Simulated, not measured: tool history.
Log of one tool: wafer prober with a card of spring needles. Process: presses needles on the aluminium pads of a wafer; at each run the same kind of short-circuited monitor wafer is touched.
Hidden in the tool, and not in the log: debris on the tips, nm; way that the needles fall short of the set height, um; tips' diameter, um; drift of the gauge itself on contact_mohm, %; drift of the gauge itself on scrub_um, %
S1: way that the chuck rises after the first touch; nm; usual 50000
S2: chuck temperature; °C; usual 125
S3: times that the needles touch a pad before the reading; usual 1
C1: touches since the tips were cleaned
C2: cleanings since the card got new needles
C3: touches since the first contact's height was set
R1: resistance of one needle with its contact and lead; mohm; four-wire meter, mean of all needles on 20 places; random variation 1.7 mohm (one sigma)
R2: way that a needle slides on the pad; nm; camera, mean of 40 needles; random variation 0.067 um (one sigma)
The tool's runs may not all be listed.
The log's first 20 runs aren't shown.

run	hour	S1	S2	S3	C1	C2	C3	R1	R2
# hour 166.9: tips cleaned on abrasive film
21	169.9	66000	34	2	1432	54	117689	155	8450
# hour 171.6: tips cleaned on abrasive film
# hour 176.2: tips cleaned on abrasive film
22	177.7	35000	29	2	702	56	121361	165	4480
# hour 181.2: tips cleaned on abrasive film
# hour 186.0: tips cleaned on abrasive film
23	188.8	50000	125	2	1383	58	126653	177	6510
# hour 190.7: tips cleaned on abrasive film
# hour 195.1: tips cleaned on abrasive film
24	196.1	50000	125	2	490	60	130071	176	6430
# hour 199.6: tips cleaned on abrasive film
# hour 203.2: height of the first contact set anew
# hour 204.1: tips cleaned on abrasive film
25	207.9	33000	125	1	1828	62	2224	191	4180
# hour 208.6: tips cleaned on abrasive film
# hour 212.8: tips cleaned on abrasive film
# hour 217.2: tips cleaned on abrasive film
26	217.2	50000	53	1	0	65	6608	163	6430
# hour 222.3: tips cleaned on abrasive film
# hour 226.7: tips cleaned on abrasive film
27	228.6	35000	111	2	898	67	11996	186	4380
# hour 231.2: tips cleaned on abrasive film
# hour 236.0: tips cleaned on abrasive film
28	239.2	44000	31	2	1559	69	17040	159	5730

Forecast run 29:
# hour 240.2: tips cleaned on abrasive film
# hour 244.9: tips cleaned on abrasive film
29	245.3	45000	76	2	196	71	19919	?	?

Run 29 gave R1 170 mohm, R2 5790 nm.
Without the tool's hidden state the same run would have given R1 169 mohm, R2 5790 nm.
